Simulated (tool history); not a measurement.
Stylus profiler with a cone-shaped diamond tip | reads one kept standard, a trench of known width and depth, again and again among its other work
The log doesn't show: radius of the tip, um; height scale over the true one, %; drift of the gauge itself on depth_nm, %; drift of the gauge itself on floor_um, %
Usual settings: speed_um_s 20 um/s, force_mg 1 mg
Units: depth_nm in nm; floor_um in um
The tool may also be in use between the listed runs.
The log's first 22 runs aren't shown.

run,hour,speed_um_s,force_mg,scans with this tip,hours of work since the height scale was calibrated,depth_nm,floor_um
23,1301.3,6,1.92,10229,312,1011.92,21.81
24,1362.2,6,1.92,10436,340,1011.54,21.74
25,1421.9,6,1.92,10640,366,1012,21.66
26,1465.3,6,1.92,10788,385,1012.19,21.66
27,1499.7,6,1.92,10906,401,1012.12,21.62
28,1570.7,74,1.14,11148,432,1009.61,20.98
29,1620.1,8,2.4,11316,454,1013.9,21.56
30,1672.7,8,2.4,11496,478,1013.96,21.55
31,1719.7,16,1.16,11656,499,1009.76,21.39
32,1776.8,13,0.67,11851,524,1007.36,21.35
33,1844.8,16,1.75,12083,555,1012.27,21.33
34,1879.8,13,1.3,12202,570,1010.55,21.31

4 ways to go on from here, each from the tool as it stands after run 34. What would each give?
A,1955,29,2.32,12459,604,?,?
B,1955,54,2.82,12459,604,?,?
C,1955,16,2.98,12459,604,?,?
D,1955,20,0.86,12459,604,?,?

run,depth_nm,floor_um
A,1014.18,21.26
B,1015.91,21.09
C,1016.51,21.27
D,1008.78,21.16
Without the tool's hidden state the same runs would have given:
run,depth_nm,floor_um
A,1011.4,23.88
B,1013.13,23.71
C,1013.73,23.88
D,1006.02,23.77

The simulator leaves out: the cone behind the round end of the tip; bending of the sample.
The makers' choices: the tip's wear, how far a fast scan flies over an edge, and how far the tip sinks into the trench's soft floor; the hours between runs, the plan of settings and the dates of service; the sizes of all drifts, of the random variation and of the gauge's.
